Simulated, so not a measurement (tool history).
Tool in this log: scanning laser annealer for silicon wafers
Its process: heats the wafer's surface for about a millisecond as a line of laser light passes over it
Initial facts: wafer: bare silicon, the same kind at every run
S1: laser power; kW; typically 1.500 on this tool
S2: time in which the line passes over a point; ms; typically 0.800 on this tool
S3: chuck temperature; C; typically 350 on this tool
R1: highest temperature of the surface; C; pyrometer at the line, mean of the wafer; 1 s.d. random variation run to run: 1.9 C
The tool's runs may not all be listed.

{"run": 1, "day": 0.0, "S1": 1.5, "S2": 0.8, "S3": 350, "R1": 1133}
{"run": 2, "day": 3.3, "S1": 1.5, "S2": 0.8, "S3": 350, "R1": 1128}
{"run": 3, "day": 4.871, "S1": 1.5, "S2": 0.8, "S3": 350, "R1": 1126}
{"day": 6.012, "done": "window over the wafer cleaned"}
{"run": 4, "day": 7.646, "S1": 1.5, "S2": 0.8, "S3": 363, "R1": 1173}
{"run": 5, "day": 10.5, "S1": 1.5, "S2": 0.8, "S3": 363, "R1": 1172}
{"run": 6, "day": 12.875, "S1": 1.353, "S2": 0.8, "S3": 350, "R1": 1081}
{"run": 7, "day": 14.554, "S1": 1.353, "S2": 0.8, "S3": 350, "R1": 1083}
{"run": 8, "day": 17.088, "S1": 1.5, "S2": 0.8, "S3": 350, "R1": 1156}
{"run": 9, "day": 20.671, "S1": 1.5, "S2": 0.732, "S3": 362, "R1": 1128}

Run 10 has not been measured yet. What should we expect?
{"run": 10, "day": 22.671, "S1": 1.5, "S2": 0.732, "S3": 362, "R1": "?"}

R1: 1130 C
Had the tool carried no hidden state, the very same run would have given R1 1156 C.
